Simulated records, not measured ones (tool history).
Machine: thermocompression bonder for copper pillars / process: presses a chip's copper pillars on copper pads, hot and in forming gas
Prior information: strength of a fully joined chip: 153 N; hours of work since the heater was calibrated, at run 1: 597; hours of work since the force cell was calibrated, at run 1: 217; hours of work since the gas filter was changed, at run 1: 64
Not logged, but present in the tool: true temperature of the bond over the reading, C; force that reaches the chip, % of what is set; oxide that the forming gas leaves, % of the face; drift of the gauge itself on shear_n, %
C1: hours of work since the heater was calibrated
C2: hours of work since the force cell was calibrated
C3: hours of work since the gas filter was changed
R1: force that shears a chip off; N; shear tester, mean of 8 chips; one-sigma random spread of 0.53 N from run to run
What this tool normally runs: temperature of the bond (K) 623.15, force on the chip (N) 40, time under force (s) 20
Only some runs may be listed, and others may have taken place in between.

Run 1, day 0: usual settings; C1 597; C2 217; C3 64. Result: R1 92.1 N.
Run 2, day 0.612: usual settings; C1 603; C2 224; C3 71. Result: R1 92.3 N.
Run 3, day 1.571: usual settings but time under force (s) 21; C1 613; C2 234; C3 81. Result: R1 93.8 N.
Run 4, day 2.388: usual settings but time under force (s) 21; C1 622; C2 243; C3 89. Result: R1 94 N.
Run 5, day 3.033: usual settings but time under force (s) 21; C1 629; C2 250; C3 96. Result: R1 92.4 N.
Run 6, day 3.825: usual settings but time under force (s) 17; C1 637; C2 258; C3 105. Result: R1 87.3 N.
Run 7, day 4.612: usual settings but force on the chip (N) 51; C1 646; C2 266; C3 113. Result: R1 103.8 N.
Run 8, day 5.538: usual settings but force on the chip (N) 51; C1 656; C2 276; C3 123. Result: R1 103.1 N.
Run 9, day 6.062: usual settings; C1 661; C2 282; C3 129. Result: R1 91.6 N.
At day 6.212: force cell calibrated.
Run 10, day 6.538: usual settings but temperature of the bond (K) 594.15, force on the chip (N) 54; C1 666; C2 3; C3 133. Result: R1 80.3 N.
Run 11, day 7.517: usual settings but temperature of the bond (K) 594.15, force on the chip (N) 54; C1 676; C2 14; C3 143. Result: R1 81.4 N.
Run 12, day 8.362: usual settings but temperature of the bond (K) 610.15, force on the chip (N) 54, time under force (s) 52; C1 685; C2 23; C3 152. Result: R1 120.2 N.
Run 13, day 8.971: usual settings but temperature of the bond (K) 610.15, force on the chip (N) 54, time under force (s) 52; C1 692; C2 29; C3 159. Result: R1 118.2 N.
Run 14, day 9.654: usual settings but temperature of the bond (K) 632.15, force on the chip (N) 24, time under force (s) 34; C1 699; C2 37; C3 166. Result: R1 90.9 N.
Run 15, day 10.288: usual settings but force on the chip (N) 39; C1 706; C2 43; C3 173. Result: R1 91.9 N.
At day 10.633: force cell calibrated, once more.
Run 16, day 10.925: usual settings but temperature of the bond (K) 627.15, force on the chip (N) 38; C1 712; C2 3; C3 179. Result: R1 91.9 N.
Run 17, day 11.85: usual settings but temperature of the bond (K) 636.15, force on the chip (N) 25, time under force (s) 41; C1 722; C2 13; C3 189. Result: R1 98.6 N.

Branching from run 17: 3 alternative next runs. What would each branch give?
Run A, day 12.275: usual settings but temperature of the bond (K) 606.15, force on the chip (N) 28, time under force (s) 53; C1 726; C2 17; C3 193. Result: R1 ?.
Run B, day 12.275: usual settings; C1 726; C2 17; C3 193. Result: R1 ?.
Run C, day 12.275: usual settings but temperature of the bond (K) 625.15, time under force (s) 10; C1 726; C2 17; C3 193. Result: R1 ?.

run    R1
  A    88
  B  90.6
  C  73.9
Had the tool no hidden state, the same runs would have come out as:
run    R1
  A    80
  B  83.3
  C  66.8
